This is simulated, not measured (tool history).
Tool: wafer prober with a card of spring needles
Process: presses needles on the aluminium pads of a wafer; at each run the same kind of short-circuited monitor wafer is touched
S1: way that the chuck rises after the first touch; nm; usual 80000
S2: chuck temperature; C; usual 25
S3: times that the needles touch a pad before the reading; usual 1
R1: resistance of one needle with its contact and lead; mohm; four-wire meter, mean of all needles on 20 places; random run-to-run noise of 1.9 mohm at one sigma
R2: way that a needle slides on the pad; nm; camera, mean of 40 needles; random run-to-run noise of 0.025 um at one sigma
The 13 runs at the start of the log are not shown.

run	hour	S1	S2	S3	R1	R2
# hour 527.5: tips cleaned on abrasive film
# hour 550: tips cleaned on abrasive film
# hour 570.6: tips cleaned on abrasive film
14	570.6	80000	25	2	204	17180
# hour 591.5: tips cleaned on abrasive film
# hour 615.8: tips cleaned on abrasive film
15	618.7	80000	25	2	202	17180
# hour 639.9: tips cleaned on abrasive film
# hour 661.3: tips cleaned on abrasive film
16	679.3	80000	25	1	208	17190
# hour 684.2: tips cleaned on abrasive film
# hour 705.3: tips cleaned on abrasive film
# hour 724.8: tips cleaned on abrasive film
17	732	80000	25	1	206	17220
# hour 746.8: tips cleaned on abrasive film
18	761.2	93000	25	1	202	20040
# hour 769: tips cleaned on abrasive film
# hour 791.4: tips cleaned on abrasive film
19	808.5	93000	25	1	201	19960
# hour 812.6: tips cleaned on abrasive film
# hour 835.8: tips cleaned on abrasive film
# hour 857.2: tips cleaned on abrasive film
20	873.5	93000	25	1	202	20030
# hour 877.3: tips cleaned on abrasive film
# hour 898.2: tips cleaned on abrasive film
# hour 920.5: gauge calibrated
# hour 920.6: tips cleaned on abrasive film
21	921.1	93000	25	1	199	19850
# hour 940.4: tips cleaned on abrasive film
# hour 959: height of the first contact set anew
# hour 964: tips cleaned on abrasive film
22	977.6	86000	59	2	211	18340
# hour 987.7: tips cleaned on abrasive film
# hour 1008.4: tips cleaned on abrasive film
# hour 1030.8: tips cleaned on abrasive film
23	1039.3	74000	64	1	212	15820
# hour 1053.3: tips cleaned on abrasive film
24	1067.1	74000	64	1	212	15800
# hour 1073.1: tips cleaned on abrasive film
# hour 1095: tips cleaned on abrasive film
25	1097.8	95000	122	1	221	20250
# hour 1115.1: tips cleaned on abrasive film
# hour 1137.3: tips cleaned on abrasive film
26	1150.8	80000	25	2	204	17140
# hour 1157.9: tips cleaned on abrasive film
# hour 1179.7: tips cleaned on abrasive film
# hour 1202.4: tips cleaned on abrasive film
27	1211.4	80000	25	1	201	17080
# hour 1222.9: tips cleaned on abrasive film
# hour 1244.6: tips cleaned on abrasive film
28	1258.3	96000	27	2	202	20500
# hour 1268.2: tips cleaned on abrasive film
# hour 1288.5: tips cleaned on abrasive film
29	1296.3	96000	27	2	203	20570
# hour 1309.2: tips cleaned on abrasive film
# hour 1330.6: tips cleaned on abrasive film
30	1349.7	96000	27	2	203	20550
# hour 1354.7: tips cleaned on abrasive film
# hour 1377.2: tips cleaned on abrasive film
# hour 1399.4: tips cleaned on abrasive film
31	1411.7	96000	27	2	203	20550

What if the next run were any one of these 3? Each begins from the tool's condition after run 31:
# hour 1421: tips cleaned on abrasive film
# hour 1445.3: tips cleaned on abrasive film
A	1451.1	84000	34	1	?	?
# hour 1421: tips cleaned on abrasive film
# hour 1445.3: tips cleaned on abrasive film
B	1451.1	94000	120	2	?	?
# hour 1421: tips cleaned on abrasive film
# hour 1445.3: tips cleaned on abrasive film
C	1451.1	80000	25	2	?	?

run	R1	R2
A	205	17970
B	222	20120
C	204	17180
Without the tool's hidden state the same runs would have given:
run	R1	R2
A	205	17880
B	222	20010
C	204	17090
